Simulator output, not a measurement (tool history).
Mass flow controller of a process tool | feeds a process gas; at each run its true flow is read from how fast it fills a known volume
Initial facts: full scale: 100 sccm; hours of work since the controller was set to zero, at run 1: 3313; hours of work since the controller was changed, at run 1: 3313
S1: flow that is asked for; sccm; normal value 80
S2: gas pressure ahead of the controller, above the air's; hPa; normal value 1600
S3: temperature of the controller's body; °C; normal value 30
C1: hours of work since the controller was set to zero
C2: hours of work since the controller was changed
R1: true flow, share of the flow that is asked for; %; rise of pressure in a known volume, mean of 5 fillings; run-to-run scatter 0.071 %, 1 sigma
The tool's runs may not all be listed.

{"run": 1, "hour": 0.0, "S1": 80, "S2": 1600, "S3": 30, "C1": 3313, "C2": 3313, "R1": 100.18}
{"run": 2, "hour": 100.4, "S1": 80, "S2": 1600, "S3": 30, "C1": 3375, "C2": 3375, "R1": 99.97}
{"run": 3, "hour": 255.3, "S1": 80, "S2": 1600, "S3": 30, "C1": 3471, "C2": 3471, "R1": 100.14}
{"run": 4, "hour": 372.5, "S1": 80, "S2": 1600, "S3": 30, "C1": 3543, "C2": 3543, "R1": 100.12}
{"run": 5, "hour": 520.5, "S1": 80, "S2": 1600, "S3": 30, "C1": 3635, "C2": 3635, "R1": 100.17}
{"run": 6, "hour": 595.2, "S1": 13, "S2": 1600, "S3": 30, "C1": 3681, "C2": 3681, "R1": 100.99}
{"run": 7, "hour": 703.4, "S1": 17, "S2": 1600, "S3": 30, "C1": 3748, "C2": 3748, "R1": 100.47}
{"run": 8, "hour": 779.7, "S1": 17, "S2": 1600, "S3": 30, "C1": 3795, "C2": 3795, "R1": 100.52}
{"run": 9, "hour": 868.3, "S1": 17, "S2": 1600, "S3": 30, "C1": 3850, "C2": 3850, "R1": 100.45}
{"run": 10, "hour": 1012.7, "S1": 21, "S2": 1770, "S3": 30, "C1": 3939, "C2": 3939, "R1": 100.32}
{"run": 11, "hour": 1077.9, "S1": 43, "S2": 1600, "S3": 34, "C1": 3979, "C2": 3979, "R1": 100.14}
{"run": 12, "hour": 1212.8, "S1": 57, "S2": 1600, "S3": 38, "C1": 4063, "C2": 4063, "R1": 100.34}
{"run": 13, "hour": 1285.0, "S1": 57, "S2": 1600, "S3": 38, "C1": 4107, "C2": 4107, "R1": 100.24}
{"run": 14, "hour": 1439.2, "S1": 57, "S2": 1600, "S3": 38, "C1": 4203, "C2": 4203, "R1": 100.39}
{"run": 15, "hour": 1567.2, "S1": 15, "S2": 2750, "S3": 30, "C1": 4282, "C2": 4282, "R1": 100.14}
{"run": 16, "hour": 1656.3, "S1": 15, "S2": 2440, "S3": 30, "C1": 4337, "C2": 4337, "R1": 100.33}
{"run": 17, "hour": 1761.6, "S1": 15, "S2": 2440, "S3": 30, "C1": 4402, "C2": 4402, "R1": 100.46}

Pick out some run-to-run changes in R1. Of each, how much would a tool without hidden state show as well, from the settings, what came in and chance, and how much is left for the hidden state and any gauge scatter not in both results compared?
Hidden state present: flow at rest that the sensor doesn't see, % of full scale; true flow over the shown one, %; drift of the gauge itself on true_pct, %.
Run 5 -> 6: S1 80 -> 13. R1 +0.82 %: hidden state +1.31, all else -0.49.
